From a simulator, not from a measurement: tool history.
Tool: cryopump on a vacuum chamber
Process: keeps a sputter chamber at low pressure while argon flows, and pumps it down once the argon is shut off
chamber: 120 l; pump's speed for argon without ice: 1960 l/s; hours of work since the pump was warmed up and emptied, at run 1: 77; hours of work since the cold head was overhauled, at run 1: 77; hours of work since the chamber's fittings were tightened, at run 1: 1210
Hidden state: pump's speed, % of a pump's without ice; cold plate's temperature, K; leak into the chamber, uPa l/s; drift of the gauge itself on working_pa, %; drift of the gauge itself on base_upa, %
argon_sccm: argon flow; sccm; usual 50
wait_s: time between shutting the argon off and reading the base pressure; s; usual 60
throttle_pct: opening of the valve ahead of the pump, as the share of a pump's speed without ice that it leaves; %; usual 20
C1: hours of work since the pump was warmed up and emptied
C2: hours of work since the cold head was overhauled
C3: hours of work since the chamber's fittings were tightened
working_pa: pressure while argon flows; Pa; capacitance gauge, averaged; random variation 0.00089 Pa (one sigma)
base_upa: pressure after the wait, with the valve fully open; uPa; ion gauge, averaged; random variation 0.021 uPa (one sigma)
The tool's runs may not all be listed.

Run 1, hour 0.0: usual settings; C1 77; C2 77; C3 1210. Result: working_pa 0.2185 Pa, base_upa 0.95 uPa.
Run 2, hour 37.6: usual settings; C1 107; C2 107; C3 1241. Result: working_pa 0.2207 Pa, base_upa 1.01 uPa.
Run 3, hour 76.3: usual settings; C1 138; C2 138; C3 1272. Result: working_pa 0.2214 Pa, base_upa 1.01 uPa.
Run 4, hour 99.6: usual settings; C1 157; C2 157; C3 1291. Result: working_pa 0.2208 Pa, base_upa 1.03 uPa.
Run 5, hour 146.8: usual settings; C1 195; C2 195; C3 1329. Result: working_pa 0.2216 Pa, base_upa 1.05 uPa.
Run 6, hour 185.8: usual settings; C1 227; C2 227; C3 1360. Result: working_pa 0.2235 Pa, base_upa 1.09 uPa.
Run 7, hour 227.9: usual settings; C1 261; C2 261; C3 1394. Result: working_pa 0.2245 Pa, base_upa 1.12 uPa.
Run 8, hour 253.8: usual settings; C1 281; C2 281; C3 1415. Result: working_pa 0.2253 Pa, base_upa 1.06 uPa.
Run 9, hour 278.4: usual settings; C1 301; C2 301; C3 1435. Result: working_pa 0.2264 Pa, base_upa 1.13 uPa.
Run 10, hour 327.7: usual settings; C1 341; C2 341; C3 1474. Result: working_pa 0.2269 Pa, base_upa 1.19 uPa.
At hour 344.8: pump warmed up, emptied and cooled again.
Run 11, hour 360.1: usual settings; C1 12; C2 363; C3 1497. Result: working_pa 0.2163 Pa, base_upa 1.07 uPa.
Run 12, hour 404.2: usual settings; C1 48; C2 399; C3 1532. Result: working_pa 0.2173 Pa, base_upa 1.06 uPa.
Run 13, hour 432.4: usual settings but throttle_pct 21 %; C1 71; C2 421; C3 1555. Result: working_pa 0.2075 Pa, base_upa 1.06 uPa.
Run 14, hour 465.5: usual settings; C1 97; C2 448; C3 1582. Result: working_pa 0.2183 Pa, base_upa 1.06 uPa.
Run 15, hour 504.2: usual settings but argon_sccm 33 sccm; C1 129; C2 479; C3 1613. Result: working_pa 0.1466 Pa, base_upa 1.12 uPa.
Run 16, hour 549.3: usual settings but argon_sccm 84 sccm, throttle_pct 25 %; C1 165; C2 516; C3 1649. Result: working_pa 0.2975 Pa, base_upa 1.11 uPa.
Run 17, hour 583.0: usual settings but argon_sccm 84 sccm, throttle_pct 25 %; C1 192; C2 543; C3 1676. Result: working_pa 0.3022 Pa, base_upa 1.14 uPa.
At hour 597.2: leaking fittings of the chamber tightened, without venting.
Run 18, hour 608.5: usual settings but argon_sccm 48 sccm, wait_s 93 s, throttle_pct 55 %; C1 211; C2 562; C3 9. Result: working_pa 0.0812 Pa, base_upa 0.53 uPa.
Run 19, hour 651.1: usual settings but argon_sccm 35 sccm, wait_s 187 s, throttle_pct 26 %; C1 245; C2 596; C3 44. Result: working_pa 0.1216 Pa, base_upa 0.39 uPa.
Run 20, hour 690.5: usual settings but argon_sccm 35 sccm, wait_s 187 s, throttle_pct 26 %; C1 277; C2 628; C3 75. Result: working_pa 0.1223 Pa, base_upa 0.36 uPa.
Run 21, hour 715.5: usual settings but argon_sccm 35 sccm, wait_s 187 s, throttle_pct 26 %; C1 297; C2 648; C3 95. Result: working_pa 0.1235 Pa, base_upa 0.41 uPa.
Run 22, hour 743.2: usual settings but argon_sccm 35 sccm, wait_s 187 s, throttle_pct 26 %; C1 320; C2 671; C3 118. Result: working_pa 0.1231 Pa, base_upa 0.43 uPa.
At hour 786.5: pump warmed up, emptied and cooled again.
Run 23, hour 786.5: usual settings but argon_sccm 35 sccm, wait_s 187 s, throttle_pct 26 %; C1 0; C2 701; C3 149. Result: working_pa 0.1164 Pa, base_upa 0.34 uPa.
Run 24, hour 833.8: usual settings but argon_sccm 29 sccm, wait_s 46 s, throttle_pct 35 %; C1 38; C2 740; C3 187. Result: working_pa 0.0725 Pa, base_upa 0.95 uPa.
Run 25, hour 881.2: usual settings but argon_sccm 39 sccm, throttle_pct 59 %; C1 76; C2 778; C3 225. Result: working_pa 0.0594 Pa, base_upa 0.86 uPa.
Run 26, hour 905.1: usual settings but argon_sccm 20 sccm, wait_s 46 s, throttle_pct 24 %; C1 96; C2 797; C3 244. Result: working_pa 0.0736 Pa, base_upa 0.95 uPa.

The next listed run, before its measurement:
Run 27, hour 930.4: usual settings but argon_sccm 20 sccm, throttle_pct 55 %; C1 116; C2 817; C3 265. Result: working_pa ?, base_upa ?.

{"run 27": {"working_pa": 0.0331, "base_upa": 0.82}}
Without the tool's hidden state the same run would have given working_pa 0.0314 Pa, base_upa 0.74 uPa.

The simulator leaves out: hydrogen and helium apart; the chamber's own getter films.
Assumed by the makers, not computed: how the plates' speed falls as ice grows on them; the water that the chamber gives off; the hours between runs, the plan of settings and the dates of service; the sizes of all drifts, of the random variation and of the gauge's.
